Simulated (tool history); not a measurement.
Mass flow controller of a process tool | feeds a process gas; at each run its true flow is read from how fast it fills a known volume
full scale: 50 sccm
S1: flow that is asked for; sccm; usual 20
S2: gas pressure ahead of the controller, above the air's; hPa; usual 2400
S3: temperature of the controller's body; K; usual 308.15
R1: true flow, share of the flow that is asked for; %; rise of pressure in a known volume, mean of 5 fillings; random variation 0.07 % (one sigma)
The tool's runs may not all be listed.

| run | hour | S1 | S2 | S3 | R1 |
|---|---|---|---|---|---|
| 1 | 0.0 | 20 | 2400 | 308.15 | 99.30 |
| 2 | 114.7 | 20 | 2400 | 308.15 | 99.30 |
| 3 | 188.1 | 20 | 1610 | 308.15 | 99.89 |
| 4 | 267.3 | 20 | 1610 | 296.15 | 98.92 |
| 5 | 336.5 | 20 | 1610 | 296.15 | 98.93 |
| 6 | 467.4 | 20 | 1620 | 308.15 | 99.80 |
| 7 | 574.7 | 7 | 2400 | 308.15 | 99.24 |
| 8 | 650.9 | 7 | 2400 | 308.15 | 99.25 |
| 9 | 747.1 | 7 | 2400 | 308.15 | 99.23 |
| 10 | 877.8 | 25 | 2400 | 308.15 | 99.53 |
| 11 | 983.2 | 25 | 2400 | 308.15 | 99.58 |
| 12 | 1133.7 | 25 | 2400 | 308.15 | 99.58 |
| 13 | 1275.5 | 25 | 2400 | 308.15 | 99.55 |
| 14 | 1371.5 | 25 | 2400 | 308.15 | 99.60 |
| 15 | 1463.9 | 25 | 2400 | 308.15 | 99.66 |
| 16 | 1582.4 | 25 | 1620 | 308.15 | 100.15 |
| 17 | 1752.3 | 25 | 2400 | 308.15 | 99.61 |
| 18 | 1908.1 | 25 | 2400 | 308.15 | 99.61 |
| 19 | 2027.3 | 25 | 2400 | 308.15 | 99.71 |
| 20 | 2137.0 | 20 | 2400 | 308.15 | 99.49 |
| 21 | 2205.9 | 20 | 2400 | 308.15 | 99.39 |
| 22 | 2374.3 | 20 | 2400 | 308.15 | 99.50 |
| 23 | 2454.9 | 20 | 1680 | 308.15 | 100.00 |
| 24 | 2538.4 | 20 | 1680 | 308.15 | 100.04 |
| 25 | 2673.5 | 20 | 2400 | 308.15 | 99.48 |
| 26 | 2810.4 | 20 | 2400 | 308.15 | 99.67 |
| 27 | 2968.6 | 20 | 2400 | 308.15 | 99.56 |
| 28 | 3118.8 | 20 | 2400 | 308.15 | 99.59 |
| 29 | 3247.5 | 28 | 1910 | 299.15 | 99.59 |
| 30 | 3355.8 | 28 | 1910 | 299.15 | 99.57 |
| 31 | 3436.7 | 28 | 1910 | 299.15 | 99.62 |
| 32 | 3528.7 | 13 | 1620 | 309.15 | 100.12 |
| 33 | 3630.0 | 13 | 1620 | 309.15 | 100.15 |
| 34 | 3757.9 | 6 | 2400 | 303.15 | 99.58 |
| 35 | 3856.9 | 12 | 2340 | 308.15 | 99.66 |
| 36 | 4025.0 | 16 | 2230 | 297.15 | 98.88 |
| 37 | 4097.9 | 14 | 1680 | 295.15 | 99.15 |
| 38 | 4268.4 | 9 | 2400 | 308.15 | 99.63 |
| 39 | 4406.7 | 17 | 1840 | 313.15 | 100.42 |
| 40 | 4484.5 | 17 | 1840 | 313.15 | 100.44 |
| 41 | 4593.1 | 33 | 1840 | 303.15 | 100.23 |
| 42 | 4663.6 | 49 | 2400 | 293.15 | 99.81 |
| 43 | 4827.3 | 49 | 2550 | 305.15 | 100.84 |
| 44 | 4918.4 | 45 | 2400 | 303.15 | 100.51 |
| 45 | 5077.0 | 45 | 2400 | 303.15 | 100.63 |
| 46 | 5172.3 | 20 | 1850 | 308.15 | 100.10 |
| 47 | 5283.1 | 20 | 1850 | 308.15 | 100.14 |
| 48 | 5447.2 | 20 | 1850 | 308.15 | 100.24 |
| 49 | 5602.8 | 18 | 1480 | 307.15 | 100.39 |

4 ways to go on from here, each from the tool as it stands after run 49. What would each give?
| A | 5701.6 | 20 | 2400 | 313.15 | ? |
| B | 5701.6 | 5 | 1480 | 307.15 | ? |
| C | 5701.6 | 20 | 2400 | 306.15 | ? |
| D | 5701.6 | 20 | 2400 | 308.15 | ? |

| run | R1 |
|---|---|
| A | 100.24 |
| B | 101.18 |
| C | 99.75 |
| D | 99.98 |
Without the tool's hidden state the same runs would have given:
| run | R1 |
|---|---|
| A | 99.24 |
| B | 98.56 |
| C | 98.74 |
| D | 98.97 |

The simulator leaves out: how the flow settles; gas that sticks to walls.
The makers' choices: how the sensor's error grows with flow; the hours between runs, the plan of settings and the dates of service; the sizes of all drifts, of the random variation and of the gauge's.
